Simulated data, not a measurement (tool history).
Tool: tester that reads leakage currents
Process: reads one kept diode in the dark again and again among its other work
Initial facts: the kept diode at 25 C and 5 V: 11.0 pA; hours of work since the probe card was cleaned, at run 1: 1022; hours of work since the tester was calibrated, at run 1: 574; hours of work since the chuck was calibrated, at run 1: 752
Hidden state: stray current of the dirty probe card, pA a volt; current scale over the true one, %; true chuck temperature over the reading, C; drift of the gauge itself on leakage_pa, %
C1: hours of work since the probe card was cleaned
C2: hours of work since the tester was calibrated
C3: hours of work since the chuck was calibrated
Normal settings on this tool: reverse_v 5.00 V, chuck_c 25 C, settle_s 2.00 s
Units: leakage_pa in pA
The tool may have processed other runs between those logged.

{"run": 1, "day": 0.0, "reverse_v": 5.0, "chuck_c": 25, "settle_s": 2.0, "C1": 1022, "C2": 574, "C3": 752, "leakage_pa": 14.56}
{"run": 2, "day": 4.533, "reverse_v": 5.0, "chuck_c": 25, "settle_s": 2.0, "C1": 1097, "C2": 649, "C3": 827, "leakage_pa": 14.59}
{"day": 8.821, "done": "chuck's temperature calibrated"}
{"run": 3, "day": 10.775, "reverse_v": 5.0, "chuck_c": 25, "settle_s": 2.0, "C1": 1199, "C2": 750, "C3": 32, "leakage_pa": 16.55}
{"run": 4, "day": 17.062, "reverse_v": 1.65, "chuck_c": 25, "settle_s": 2.0, "C1": 1303, "C2": 855, "C3": 136, "leakage_pa": 9.27}
{"run": 5, "day": 22.538, "reverse_v": 5.0, "chuck_c": 25, "settle_s": 2.0, "C1": 1394, "C2": 945, "C3": 227, "leakage_pa": 17.05}
{"run": 6, "day": 28.675, "reverse_v": 5.0, "chuck_c": 25, "settle_s": 2.0, "C1": 1495, "C2": 1047, "C3": 329, "leakage_pa": 17.36}
{"run": 7, "day": 36.112, "reverse_v": 5.0, "chuck_c": 25, "settle_s": 2.0, "C1": 1619, "C2": 1170, "C3": 452, "leakage_pa": 17.5}
{"run": 8, "day": 40.254, "reverse_v": 5.0, "chuck_c": 25, "settle_s": 2.0, "C1": 1687, "C2": 1238, "C3": 520, "leakage_pa": 17.71}
{"run": 9, "day": 46.008, "reverse_v": 5.0, "chuck_c": 25, "settle_s": 2.0, "C1": 1782, "C2": 1334, "C3": 615, "leakage_pa": 18.03}
{"run": 10, "day": 51.521, "reverse_v": 5.0, "chuck_c": 25, "settle_s": 0.81, "C1": 1874, "C2": 1425, "C3": 707, "leakage_pa": 18.5}
{"day": 53.488, "done": "probe card cleaned and baked"}
{"run": 11, "day": 55.367, "reverse_v": 5.0, "chuck_c": 25, "settle_s": 0.81, "C1": 31, "C2": 1486, "C3": 768, "leakage_pa": 10.07}
{"run": 12, "day": 59.217, "reverse_v": 5.0, "chuck_c": 38, "settle_s": 2.0, "C1": 95, "C2": 1550, "C3": 832, "leakage_pa": 28.49}
{"day": 63.7, "done": "chuck's temperature calibrated"}
{"run": 13, "day": 65.929, "reverse_v": 8.44, "chuck_c": 30, "settle_s": 0.46, "C1": 205, "C2": 1660, "C3": 37, "leakage_pa": 23.94}
{"run": 14, "day": 70.342, "reverse_v": 1.85, "chuck_c": 23, "settle_s": 3.76, "C1": 278, "C2": 1733, "C3": 110, "leakage_pa": 7.06}
{"run": 15, "day": 77.554, "reverse_v": 1.85, "chuck_c": 23, "settle_s": 3.76, "C1": 397, "C2": 1852, "C3": 229, "leakage_pa": 7.09}
{"run": 16, "day": 83.842, "reverse_v": 1.85, "chuck_c": 23, "settle_s": 3.76, "C1": 501, "C2": 1956, "C3": 333, "leakage_pa": 7.19}
{"run": 17, "day": 90.421, "reverse_v": 5.0, "chuck_c": 27, "settle_s": 2.0, "C1": 610, "C2": 2065, "C3": 442, "leakage_pa": 15.4}
{"run": 18, "day": 97.283, "reverse_v": 5.42, "chuck_c": 28, "settle_s": 4.45, "C1": 723, "C2": 2179, "C3": 556, "leakage_pa": 17.25}
{"run": 19, "day": 101.196, "reverse_v": 9.52, "chuck_c": 42, "settle_s": 0.59, "C1": 788, "C2": 2243, "C3": 621, "leakage_pa": 59.39}
{"run": 20, "day": 108.3, "reverse_v": 13.03, "chuck_c": 26, "settle_s": 2.0, "C1": 906, "C2": 2361, "C3": 738, "leakage_pa": 25.99}
{"run": 21, "day": 114.683, "reverse_v": 3.59, "chuck_c": 33, "settle_s": 0.64, "C1": 1011, "C2": 2467, "C3": 844, "leakage_pa": 20.59}
{"day": 118.312, "done": "chuck's temperature calibrated"}
{"run": 22, "day": 122.588, "reverse_v": 2.18, "chuck_c": 24, "settle_s": 2.27, "C1": 1141, "C2": 2596, "C3": 71, "leakage_pa": 10.02}
{"run": 23, "day": 130.554, "reverse_v": 1.61, "chuck_c": 27, "settle_s": 0.35, "C1": 1273, "C2": 2728, "C3": 203, "leakage_pa": 11.14}
{"run": 24, "day": 138.438, "reverse_v": 3.37, "chuck_c": 34, "settle_s": 9.28, "C1": 1403, "C2": 2858, "C3": 333, "leakage_pa": 23.9}

Below are 3 alternative next runs, each starting from the tool's condition after run 24. Predict each:
{"run": "A", "day": 142.475, "reverse_v": 2.54, "chuck_c": 50, "settle_s": 1.24, "C1": 1470, "C2": 2925, "C3": 400, "leakage_pa": "?"}
{"run": "B", "day": 142.475, "reverse_v": 3.37, "chuck_c": 21, "settle_s": 9.28, "C1": 1470, "C2": 2925, "C3": 400, "leakage_pa": "?"}
{"run": "C", "day": 142.475, "reverse_v": 5.0, "chuck_c": 25, "settle_s": 7.75, "C1": 1470, "C2": 2925, "C3": 400, "leakage_pa": "?"}

run=A leakage_pa=65.19
run=B leakage_pa=10.90
run=C leakage_pa=17.14
Without the tool's hidden state the same runs would have given:
run=A leakage_pa=65.36
run=B leakage_pa=6.86
run=C leakage_pa=11.18
